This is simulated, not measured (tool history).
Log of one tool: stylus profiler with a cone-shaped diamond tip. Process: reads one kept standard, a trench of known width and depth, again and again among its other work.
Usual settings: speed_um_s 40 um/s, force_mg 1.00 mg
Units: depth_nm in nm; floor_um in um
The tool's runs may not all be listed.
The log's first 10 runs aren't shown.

run,hour,speed_um_s,force_mg,scans with this tip,hours of work since the height scale was calibrated,depth_nm,floor_um
11,412.7,40,0.58,3090,713,100.06,27.96
12,441.2,12,1.00,3149,726,100.15,28.27
13,497.7,12,1.00,3266,753,100.13,28.35
14,542.9,40,1.00,3359,775,100.13,27.98
15,596.8,40,1.00,3470,800,100.13,28.03
16,651.2,40,1.00,3582,826,100.15,28.01
17,689.3,40,1.00,3661,844,100.12,28.05
18,720.1,40,1.00,3725,859,100.15,28.00
19,747.9,40,1.00,3782,872,100.10,28.05
20,811.0,40,1.00,3912,902,100.13,28.00
# hour 836.8: height scale calibrated on a step standard
21,847.5,40,1.00,3986,5,100.27,28.04
22,879.8,40,1.00,4053,20,100.27,28.00
23,934.1,40,1.00,4165,46,100.27,27.92
24,963.3,26,1.69,4225,60,100.37,28.12
25,1000.1,19,1.50,4301,78,100.35,28.23
26,1047.8,27,2.04,4400,100,100.44,28.18
27,1075.5,40,0.35,4457,114,100.09,27.72

The next listed run, before its measurement:
28,1114.4,40,0.35,4537,132,?,?

{"run 28": {"depth_nm": 100.05, "floor_um": 27.71}}
Without the tool's hidden state the same run would have given depth_nm 100.12 nm, floor_um 27.97 um.

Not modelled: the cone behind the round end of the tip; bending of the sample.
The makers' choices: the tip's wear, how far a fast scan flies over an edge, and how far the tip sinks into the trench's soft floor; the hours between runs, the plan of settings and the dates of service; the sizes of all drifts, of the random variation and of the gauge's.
